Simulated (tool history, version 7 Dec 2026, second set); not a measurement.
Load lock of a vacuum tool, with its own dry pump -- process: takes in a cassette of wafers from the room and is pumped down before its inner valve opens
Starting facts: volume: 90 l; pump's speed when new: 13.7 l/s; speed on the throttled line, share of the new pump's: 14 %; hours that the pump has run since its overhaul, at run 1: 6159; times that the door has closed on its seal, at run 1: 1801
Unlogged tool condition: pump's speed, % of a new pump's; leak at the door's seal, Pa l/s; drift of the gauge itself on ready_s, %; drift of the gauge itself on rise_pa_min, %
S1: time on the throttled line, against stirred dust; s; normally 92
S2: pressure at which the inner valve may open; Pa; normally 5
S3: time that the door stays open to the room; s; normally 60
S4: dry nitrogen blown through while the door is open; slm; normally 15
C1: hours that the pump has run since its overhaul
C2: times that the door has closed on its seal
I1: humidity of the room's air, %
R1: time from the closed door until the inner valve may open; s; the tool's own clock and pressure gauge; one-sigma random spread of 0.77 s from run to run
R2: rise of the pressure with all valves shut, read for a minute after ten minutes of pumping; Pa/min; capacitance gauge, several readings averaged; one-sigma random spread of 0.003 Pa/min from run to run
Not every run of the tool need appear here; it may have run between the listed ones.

run,day,S1,S2,S3,S4,C1,C2,I1,R1,R2
1,0,92,5,60,15,6159,1801,48.2,145.5,0.032
2,12.1,160,5,60,15,6449,2845,44.3,204,0.033
3,37.092,160,5,60,15,7049,5000,42.5,203.7,0.033
4,50.283,160,8,60,15,7366,6137,47.7,200.3,0.032
5,74.621,92,5,60,14,7950,8236,51.2,145.8,0.039
6,91.5,92,5,60,15,8355,9692,43.4,145.1,0.035
7,102.029,92,5,60,15,8608,10600,45.2,146.3,0.03
8,119.325,92,5,60,15,9023,12091,45.9,146.1,0.035
9,134.604,92,5,60,15,9389,13409,46.4,146.3,0.034
10,154.292,92,5,60,15,9862,15106,46.5,144.5,0.039
11,178.188,92,5,60,15,10435,17167,44.5,144.4,0.032
12,196.071,92,7,60,15,10865,18709,47.2,142.8,0.045
13,213.217,92,5,230,15,11276,20188,40.1,144.6,0.067
14,228.45,92,5,230,15,11642,21502,43.9,145,0.079
15,243.854,92,5,230,15,12011,22830,46.1,146.3,0.08
16,264.096,183,6,134,19,12497,24575,43.1,223.2,0.048
17,284.804,59,6,134,19,12994,26361,45.1,115.2,0.052
# day 290.683: dry pump taken out, an overhauled one fitted
18,308.279,59,6,134,19,422,28364,50.1,115.5,0.055
19,319.992,95,5,60,15,703,29374,44.5,148.6,0.03
20,337.404,74,6,120,23,1121,30875,42.4,128.1,0.035

Forecast each of these 4 alternatives for the next run:
A,361.5,74,6,60,14,1700,32953,44.2,?,?
B,361.5,46,8,120,40,1700,32953,47.6,?,?
C,361.5,149,5,223,23,1700,32953,40.1,?,?
D,361.5,61,6,60,10,1700,32953,44.5,?,?

run,R1,R2
A,128.4,0.033
B,102.4,0.035
C,195.6,0.054
D,116.5,0.038
With no hidden state in the tool, these same runs would have given:
run,R1,R2
A,128.4,0.032
B,102.4,0.035
C,195.6,0.054
D,116.5,0.038
